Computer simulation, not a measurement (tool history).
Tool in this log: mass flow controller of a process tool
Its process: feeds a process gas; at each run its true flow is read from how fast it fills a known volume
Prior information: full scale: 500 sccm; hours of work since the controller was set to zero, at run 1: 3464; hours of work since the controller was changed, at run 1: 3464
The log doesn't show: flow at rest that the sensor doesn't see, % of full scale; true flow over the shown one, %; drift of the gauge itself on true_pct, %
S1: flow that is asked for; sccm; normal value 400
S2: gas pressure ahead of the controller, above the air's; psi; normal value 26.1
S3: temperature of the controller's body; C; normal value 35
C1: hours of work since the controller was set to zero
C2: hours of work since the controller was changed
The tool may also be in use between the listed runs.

run 1 day=0 | S1=400 S2=26.1 S3=35 | C1=3464 C2=3464 | true_flow_(%)=99.09
run 2 day=10.767 | S1=400 S2=26.1 S3=35 | C1=3666 C2=3666 | true_flow_(%)=98.8
run 3 day=17.721 | S1=400 S2=26.1 S3=35 | C1=3797 C2=3797 | true_flow_(%)=98.97
run 4 day=28.454 | S1=400 S2=26.1 S3=35 | C1=3999 C2=3999 | true_flow_(%)=99.02
run 5 day=39.692 | S1=400 S2=26.1 S3=35 | C1=4210 C2=4210 | true_flow_(%)=98.98
run 6 day=47.575 | S1=400 S2=26.1 S3=35 | C1=4358 C2=4358 | true_flow_(%)=99.02
run 7 day=59.821 | S1=400 S2=26.1 S3=35 | C1=4588 C2=4588 | true_flow_(%)=99.04
run 8 day=71.129 | S1=400 S2=26.1 S3=35 | C1=4800 C2=4800 | true_flow_(%)=99.06
run 9 day=80.704 | S1=400 S2=26.1 S3=35 | C1=4980 C2=4980 | true_flow_(%)=99.1
-- day=84.388 controller exchanged for a calibrated one
run 10 day=86.15 | S1=400 S2=26.1 S3=35 | C1=33 C2=33 | true_flow_(%)=98.53
run 11 day=94.483 | S1=400 S2=26.1 S3=35 | C1=190 C2=190 | true_flow_(%)=98.56
run 12 day=99.842 | S1=400 S2=26.1 S3=20 | C1=290 C2=290 | true_flow_(%)=99.25
run 13 day=107.304 | S1=400 S2=26.1 S3=20 | C1=431 C2=431 | true_flow_(%)=99.24
run 14 day=119.604 | S1=400 S2=26.1 S3=20 | C1=662 C2=662 | true_flow_(%)=99.27
run 15 day=124.9 | S1=74 S2=23.5 S3=36 | C1=761 C2=761 | true_flow_(%)=95.28
run 16 day=133.108 | S1=400 S2=23.6 S3=20 | C1=915 C2=915 | true_flow_(%)=99.25
run 17 day=140.842 | S1=322 S2=26 S3=33 | C1=1061 C2=1061 | true_flow_(%)=98.24
run 18 day=148.254 | S1=322 S2=26 S3=33 | C1=1200 C2=1200 | true_flow_(%)=98.11
run 19 day=158.042 | S1=429 S2=26.3 S3=21 | C1=1384 C2=1384 | true_flow_(%)=99.51
run 20 day=164.038 | S1=429 S2=26.3 S3=21 | C1=1496 C2=1496 | true_flow_(%)=99.56
run 21 day=174.317 | S1=142 S2=22.8 S3=24 | C1=1690 C2=1690 | true_flow_(%)=96.47
run 22 day=183.067 | S1=142 S2=22.8 S3=24 | C1=1854 C2=1854 | true_flow_(%)=96.48
run 23 day=192.083 | S1=103 S2=20.7 S3=27 | C1=2023 C2=2023 | true_flow_(%)=95.36
run 24 day=203.017 | S1=276 S2=26.1 S3=35 | C1=2229 C2=2229 | true_flow_(%)=97.59
run 25 day=215.971 | S1=400 S2=30 S3=32 | C1=2472 C2=2472 | true_flow_(%)=99

3 options for the next run, each taken on its own from the tool as it stands now. Forecast them:
run A day=222.575 | S1=52 S2=26.1 S3=35 | C1=2596 C2=2596 | true_flow_(%)=?
run B day=222.575 | S1=400 S2=22.6 S3=32 | C1=2596 C2=2596 | true_flow_(%)=?
run C day=222.575 | S1=98 S2=30 S3=32 | C1=2596 C2=2596 | true_flow_(%)=?

run=A true_flow_(%)=91.72
run=B true_flow_(%)=98.76
run=C true_flow_(%)=94.88
With no hidden state in the tool, these same runs would have given:
run=A true_flow_(%)=96.37
run=B true_flow_(%)=98.74
run=C true_flow_(%)=97.01

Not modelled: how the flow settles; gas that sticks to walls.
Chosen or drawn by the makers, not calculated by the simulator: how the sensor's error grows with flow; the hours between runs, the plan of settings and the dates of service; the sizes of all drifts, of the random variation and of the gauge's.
